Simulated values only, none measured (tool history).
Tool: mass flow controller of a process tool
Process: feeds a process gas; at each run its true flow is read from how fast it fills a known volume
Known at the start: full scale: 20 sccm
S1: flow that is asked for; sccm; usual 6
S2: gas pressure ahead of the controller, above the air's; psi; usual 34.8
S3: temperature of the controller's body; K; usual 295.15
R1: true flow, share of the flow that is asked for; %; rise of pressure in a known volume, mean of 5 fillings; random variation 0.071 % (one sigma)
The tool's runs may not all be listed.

run    hour  S1    S2      S3     R1
  1     0.0   6  34.8  295.15  99.65
  2   280.3   6  34.8  295.15  99.42
  3   596.6   6  34.8  295.15  99.52
  4   934.0   6  34.8  295.15  99.46
  5  1252.0   6  34.8  295.15  99.36
  6  1575.0   6  34.8  295.15  99.42
     1706.5  -- controller's zero set anew
  7  1759.1   6  34.8  295.15  99.31
  8  2051.3   6  34.8  295.15  99.39
  9  2245.4   6  34.8  295.15  99.30
 10  2584.6   6  34.8  309.15  98.23
 11  3023.8   6  34.8  309.15  98.15
 12  3405.1   6  34.8  309.15  97.98
 13  3591.4   6  34.8  295.15  99.14
 14  3877.4   6  34.8  295.15  99.18
 15  4203.1   6  34.8  295.15  99.10
 16  4542.7   6  32.3  295.15  99.09
 17  4760.8   6  28.3  295.15  98.88
 18  5024.1   4  20.5  295.15  98.63
 19  5329.2   8  34.8  298.15  98.78
 20  5581.9   8  34.8  298.15  98.73

Run 21 comes next. What will it give?
 21  5939.1   8  33.2  294.15   ?

Run 21 gave R1 99.06 %.
Without the tool's hidden state the same run would have given R1 99.74 %.
